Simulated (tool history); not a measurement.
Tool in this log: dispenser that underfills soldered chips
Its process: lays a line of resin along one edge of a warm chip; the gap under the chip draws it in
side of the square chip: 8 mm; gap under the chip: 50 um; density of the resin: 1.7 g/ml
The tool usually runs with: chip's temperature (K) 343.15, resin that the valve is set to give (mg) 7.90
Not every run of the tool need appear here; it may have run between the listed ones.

| run | hour | chip's temperature (K) | resin that the valve is set to give (mg) | time until the resin shows at the far edge (s) | resin that the valve gave (mg) |
|---|---|---|---|---|---|
| 1 | 0.0 | 343.15 | 7.90 | 31.5 | 7.90 |
|  | 3.4 | new syringe of resin |
|  | 11.6 | new syringe of resin |
| 2 | 13.2 | 343.15 | 7.90 | 26.1 | 7.83 |
|  | 19.7 | new syringe of resin |
| 3 | 21.8 | 343.15 | 7.37 | 28.3 | 7.27 |
|  | 27.6 | new syringe of resin |
| 4 | 31.2 | 335.15 | 7.90 | 44.4 | 7.76 |
|  | 35.5 | new syringe of resin |
| 5 | 41.3 | 335.15 | 7.90 | 47.5 | 7.81 |
|  | 43.7 | new syringe of resin |
|  | 51.8 | new syringe of resin |
| 6 | 54.5 | 343.15 | 8.45 | 27.1 | 8.32 |
|  | 60.0 | new syringe of resin |
| 7 | 64.1 | 343.15 | 8.45 | 29.2 | 8.25 |
|  | 68.3 | new syringe of resin |
| 8 | 72.4 | 343.15 | 8.45 | 29.6 | 8.29 |
|  | 76.3 | new syringe of resin |
|  | 84.1 | new syringe of resin |
| 9 | 84.1 | 343.15 | 7.90 | 25.1 | 7.69 |
|  | 92.0 | new syringe of resin |
| 10 | 95.7 | 343.15 | 7.90 | 28.9 | 7.68 |
|  | 100.4 | new syringe of resin |
| 11 | 103.3 | 343.15 | 9.27 | 28.2 | 8.99 |
|  | 108.2 | new syringe of resin |
| 12 | 114.1 | 343.15 | 9.27 | 32.0 | 8.98 |
|  | 116.2 | new syringe of resin |
| 13 | 121.1 | 351.15 | 7.47 | 20.6 | 7.23 |
|  | 123.9 | new syringe of resin |
|  | 132.0 | new syringe of resin |
| 14 | 132.8 | 356.15 | 7.90 | 13.8 | 7.60 |
|  | 140.4 | new syringe of resin |
| 15 | 141.4 | 346.15 | 10.11 | 22.4 | 9.73 |
|  | 145.7 | stage's temperature calibrated |
|  | 149.5 | new syringe of resin |
| 16 | 151.4 | 357.15 | 7.44 | 14.8 | 7.14 |
|  | 157.6 | new syringe of resin |
| 17 | 159.5 | 349.15 | 6.89 | 21.5 | 6.57 |
|  | 166.0 | new syringe of resin |
|  | 172.7 | dispensing valve cleaned and set on the balance |
| 18 | 173.8 | 331.15 | 8.21 | 64.9 | 8.19 |
|  | 174.9 | new syringe of resin |
|  | 183.0 | new syringe of resin |
| 19 | 184.1 | 346.15 | 7.89 | 23.8 | 7.92 |
|  | 190.7 | new syringe of resin |
| 20 | 190.7 | 338.15 | 10.05 | 34.6 | 10.03 |
|  | 198.6 | new syringe of resin |
| 21 | 198.6 | 330.15 | 9.42 | 52.3 | 9.41 |
|  | 206.5 | new syringe of resin |
| 22 | 206.5 | 356.15 | 6.76 | 13.9 | 6.72 |
|  | 214.8 | new syringe of resin |
| 23 | 218.5 | 347.15 | 6.80 | 25.5 | 6.72 |
|  | 223.0 | new syringe of resin |
| 24 | 227.0 | 341.15 | 9.93 | 32.9 | 9.79 |

Forecast each of these 4 alternatives for the next run:
|  | 230.9 | new syringe of resin |
| A | 234.4 | 356.15 | 9.93 | ? | ? |
|  | 230.9 | new syringe of resin |
| B | 234.4 | 346.15 | 7.90 | ? | ? |
|  | 230.9 | new syringe of resin |
| C | 234.4 | 346.15 | 7.90 | ? | ? |
|  | 230.9 | new syringe of resin |
| D | 234.4 | 343.15 | 9.16 | ? | ? |

| run | time until the resin shows at the far edge (s) | resin that the valve gave (mg) |
|---|---|---|
| A | 14.9 | 9.77 |
| B | 25.9 | 7.72 |
| C | 26.0 | 7.81 |
| D | 29.7 | 8.99 |
With the hidden condition removed and each run's random variation left untouched, the same runs would have given:
| run | time until the resin shows at the far edge (s) | resin that the valve gave (mg) |
|---|---|---|
| A | 13.3 | 9.92 |
| B | 23.2 | 7.84 |
| C | 23.3 | 7.94 |
| D | 26.7 | 9.13 |
